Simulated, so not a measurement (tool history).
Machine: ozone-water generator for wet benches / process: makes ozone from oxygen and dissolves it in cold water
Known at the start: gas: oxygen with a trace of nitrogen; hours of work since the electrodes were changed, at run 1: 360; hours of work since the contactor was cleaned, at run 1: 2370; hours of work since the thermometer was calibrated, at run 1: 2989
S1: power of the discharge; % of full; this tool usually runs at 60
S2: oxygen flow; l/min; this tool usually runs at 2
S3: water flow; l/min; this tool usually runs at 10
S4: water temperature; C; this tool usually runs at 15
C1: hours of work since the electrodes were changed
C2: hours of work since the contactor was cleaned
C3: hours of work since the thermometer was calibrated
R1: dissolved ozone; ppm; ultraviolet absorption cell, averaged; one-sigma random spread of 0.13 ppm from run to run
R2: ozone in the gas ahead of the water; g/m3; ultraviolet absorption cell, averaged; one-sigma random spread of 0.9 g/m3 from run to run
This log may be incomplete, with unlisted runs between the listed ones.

run,day,S1,S2,S3,S4,C1,C2,C3,R1,R2
1,0,60,2,10,15,360,2370,2989,12.3,148.6
2,2.762,60,2,10,15,408,2418,3037,12.2,148.8
3,5.142,60,2,10,15,450,2460,3078,12.4,147.4
4,6.829,60,2,10,9,479,2489,3108,13,149.3
5,9.262,54,2,10,15,522,2532,3150,11.2,137.8
6,12.533,60,2,10,8,579,2589,3207,13.3,147.3
7,16.138,60,2,10,8,642,2651,3270,13.1,147.8
8,19.146,60,1.85,10,8,694,2704,3323,12.9,152.2
9,22.625,60,2.39,10,8,755,2765,3383,13.5,137.2
10,25.512,60,1.15,10,15,805,2815,3434,10.3,189
11,28.475,60,2,13,15,857,2867,3485,9.5,146.9
12,30.396,60,2,13,15,890,2900,3519,9.7,145.9
13,32.212,60,2,6,15,922,2932,3551,18.1,145.9
14,34.454,60,2,6,15,961,2971,3590,17.8,146.4
15,36.296,60,2,6,15,993,3003,3622,18,148.2
16,39.029,60,2,6,15,1041,3051,3670,18,147.4
17,41.342,60,2,6,15,1081,3091,3710,17.8,145.3

Expected results for the next run?
18,44.438,60,2,6,15,1135,3145,3764,?,?

Run 18 yielded R1 17.8 ppm, R2 145.6 g/m3.
Take away the tool's hidden state, keep the run-to-run variation as it was, and the same run would have given R1 18.6 ppm, R2 149.3 g/m3.

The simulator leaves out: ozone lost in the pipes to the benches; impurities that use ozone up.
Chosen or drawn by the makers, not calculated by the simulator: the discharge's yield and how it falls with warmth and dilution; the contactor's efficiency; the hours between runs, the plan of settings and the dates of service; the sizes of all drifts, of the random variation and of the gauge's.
